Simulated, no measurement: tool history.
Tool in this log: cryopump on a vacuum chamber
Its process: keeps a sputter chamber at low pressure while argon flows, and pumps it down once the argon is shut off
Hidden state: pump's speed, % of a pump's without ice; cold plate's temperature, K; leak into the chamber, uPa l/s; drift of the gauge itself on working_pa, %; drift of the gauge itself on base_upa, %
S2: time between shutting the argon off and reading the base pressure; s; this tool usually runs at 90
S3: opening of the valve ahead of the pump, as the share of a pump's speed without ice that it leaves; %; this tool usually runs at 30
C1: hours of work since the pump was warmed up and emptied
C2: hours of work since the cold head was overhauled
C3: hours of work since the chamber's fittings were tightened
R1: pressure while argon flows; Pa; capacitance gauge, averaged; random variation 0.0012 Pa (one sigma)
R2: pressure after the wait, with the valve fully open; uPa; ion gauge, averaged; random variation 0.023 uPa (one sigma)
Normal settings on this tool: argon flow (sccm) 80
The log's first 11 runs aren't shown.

Run 12, day 39.954: usual settings; C1 691; C2 1431; C3 1577. Result: R1 0.2901 Pa, R2 1.48 uPa.
At day 42.758: pump warmed up, emptied and cooled again.
Run 13, day 44.979: usual settings but S2 31 s; C1 25; C2 1486; C3 1631. Result: R1 0.2711 Pa, R2 2.4 uPa.
Run 14, day 49.129: usual settings but S2 31 s; C1 72; C2 1533; C3 1678. Result: R1 0.2751 Pa, R2 2.5 uPa.
Run 15, day 54.246: usual settings but S2 31 s; C1 130; C2 1590; C3 1736. Result: R1 0.2737 Pa, R2 2.48 uPa.
Run 16, day 58.55: usual settings but S2 55 s; C1 178; C2 1639; C3 1785. Result: R1 0.2764 Pa, R2 1.75 uPa.
Run 17, day 62.929: usual settings but S2 55 s; C1 228; C2 1688; C3 1834. Result: R1 0.278 Pa, R2 1.74 uPa.
Run 18, day 67.721: usual settings but argon flow (sccm) 46, S2 43 s, S3 33 %; C1 282; C2 1743; C3 1888. Result: R1 0.147 Pa, R2 2.06 uPa.
Run 19, day 71.633: usual settings but argon flow (sccm) 46, S2 43 s, S3 33 %; C1 326; C2 1787; C3 1933. Result: R1 0.1475 Pa, R2 2.13 uPa.
Run 20, day 74.154: usual settings but argon flow (sccm) 67, S2 32 s, S3 33 %; C1 355; C2 1815; C3 1961. Result: R1 0.2158 Pa, R2 2.52 uPa.

What will run 21 give?
Run 21, day 78.15: usual settings but argon flow (sccm) 125, S2 75 s, S3 42 %; C1 400; C2 1861; C3 2006. Result: R1 ?, R2 ?.

R1: 0.3209 Pa
R2: 1.66 uPa
Were there no unlogged condition in the tool, this run, its random variation unchanged, would have produced R1 0.2994 Pa, R2 0.91 uPa.

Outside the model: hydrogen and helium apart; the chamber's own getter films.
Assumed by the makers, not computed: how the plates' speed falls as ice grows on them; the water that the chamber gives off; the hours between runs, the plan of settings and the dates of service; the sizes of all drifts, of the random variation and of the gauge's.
